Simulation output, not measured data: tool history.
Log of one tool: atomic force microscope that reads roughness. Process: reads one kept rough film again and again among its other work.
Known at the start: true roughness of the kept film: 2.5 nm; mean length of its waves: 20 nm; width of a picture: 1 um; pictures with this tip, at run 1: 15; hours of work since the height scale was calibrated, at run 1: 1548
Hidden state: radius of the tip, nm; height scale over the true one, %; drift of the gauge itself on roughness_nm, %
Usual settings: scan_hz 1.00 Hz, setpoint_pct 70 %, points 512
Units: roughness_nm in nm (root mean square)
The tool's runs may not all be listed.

run    hour  scan_hz  setpoint_pct  points  pictures with this tip  hours of work since the height scale was calibrated  roughness_nm
  1     0.0     1.00            70     512                      15                                                 1548         1.854
  2    30.0     1.00            70     512                      62                                                 1572         1.450
       33.9  -- new tip fitted
       79.5  -- new tip fitted
  3    87.7     1.00            70     512                      13                                                 1617         1.891
  4   118.2     1.00            59     512                      61                                                 1641         1.503
      123.8  -- new tip fitted
  5   159.2     1.00            59     512                      56                                                 1673         1.497
      168.9  -- new tip fitted
  6   188.4     1.00            59     512                      30                                                 1695         1.794
      214.9  -- new tip fitted
  7   254.5     1.00            59     512                      63                                                 1747         1.483
      259.3  -- new tip fitted
  8   301.7     1.00            59     512                      67                                                 1784         1.453
      305.8  -- new tip fitted
      351.2  -- new tip fitted
  9   368.1     1.00            70     367                      27                                                 1836         1.743
      396.7  -- new tip fitted
 10   403.9     1.00            70     512                      12                                                 1863         1.907
      442.4  -- new tip fitted
 11   443.2     1.00            70     512                       1                                                 1894         2.040
      489.7  -- new tip fitted
 12   498.7     1.00            70     512                      14                                                 1937         1.884
      504.9  -- height scale calibrated on a step standard
      537.1  -- new tip fitted
 13   546.0     1.00            70     512                      14                                                   32         1.874
      584.3  -- new tip fitted
      610.0  -- height scale calibrated on a step standard, once more
 14   611.5     1.00            70     512                      41                                                    1         1.617
      630.7  -- new tip fitted
 15   653.9     1.00            70     706                      36                                                   34         1.701
      675.0  -- new tip fitted
 16   712.5     1.00            70     544                      59                                                   80         1.559
      718.8  -- new tip fitted
      764.8  -- new tip fitted
 17   764.8     1.00            70     544                       0                                                  121         2.085
      811.8  -- new tip fitted
 18   831.9     1.00            70     544                      32                                                  173         1.739
      858.5  -- new tip fitted
 19   860.6     1.00            70     512                       3                                                  195         2.042
      903.5  -- new tip fitted
 20   921.3     1.00            70     512                      28                                                  243         1.795
      950.1  -- new tip fitted
 21   961.1     0.77            70     512                      18                                                  274         1.910
      995.2  -- new tip fitted
 22  1009.3     0.77            70     512                      22                                                  312         1.816
     1039.0  -- new tip fitted
 23  1064.7     1.00            86     914                      41                                                  355         1.572
     1085.9  -- new tip fitted
 24  1109.9     2.50            62     711                      37                                                  390         1.620
     1132.9  -- new tip fitted
 25  1174.6     0.75            62     711                      66                                                  441         1.499
     1177.9  -- new tip fitted
 26  1209.5     1.10            64     512                      50                                                  468         1.530
     1224.8  -- new tip fitted
 27  1242.7     1.00            70     285                      28                                                  494         1.682
     1270.4  -- new tip fitted
 28  1271.5     1.00            70     427                       1                                                  516         2.056
     1314.7  -- new tip fitted
 29  1324.7     1.00            66     815                      16                                                  558         1.905
     1360.7  -- new tip fitted
 30  1382.3     1.00            66     815                      34                                                  603         1.733
     1405.3  -- new tip fitted
 31  1417.6     1.11            62     646                      20                                                  630         1.847
     1448.9  -- new tip fitted
 32  1469.7     1.76            77     324                      33                                                  671         1.528
     1494.6  -- new tip fitted
 33  1507.2     1.76            77     324                      20                                                  700         1.678
     1538.1  -- new tip fitted
 34  1562.9     1.76            77     324                      39                                                  744         1.503
     1586.5  -- new tip fitted
 35  1606.1     0.51            61     894                      31                                                  778         1.791
     1631.2  -- new tip fitted
 36  1650.3     1.00            59     358                      30                                                  812         1.717
     1676.5  -- new tip fitted
 37  1701.1     3.79            79     526                      39                                                  852         1.333
     1722.0  -- new tip fitted
 38  1748.5     3.79            79     526                      42                                                  889         1.304
     1770.9  -- new tip fitted
 39  1790.2     2.18            65     364                      31                                                  921         1.657
     1818.5  -- new tip fitted
 40  1819.1     2.18            65     364                       1                                                  944         1.960
     1863.2  -- new tip fitted
 41  1877.6     0.77            80    1016                      22                                                  990         1.791

Forecast each of these 3 alternatives for the next run:
     1907.7  -- new tip fitted
  A  1933.1     1.00            70     354                      40                                                 1033             ?
     1907.7  -- new tip fitted
  B  1933.1     0.66            69     425                      40                                                 1033             ?
     1907.7  -- new tip fitted
  C  1933.1     2.72            65     965                      40                                                 1033             ?

run  roughness_nm
  A         1.648
  B         1.692
  C         1.581
Without the tool's hidden state the same runs would have given:
run  roughness_nm
  A         2.066
  B         2.124
  C         1.984

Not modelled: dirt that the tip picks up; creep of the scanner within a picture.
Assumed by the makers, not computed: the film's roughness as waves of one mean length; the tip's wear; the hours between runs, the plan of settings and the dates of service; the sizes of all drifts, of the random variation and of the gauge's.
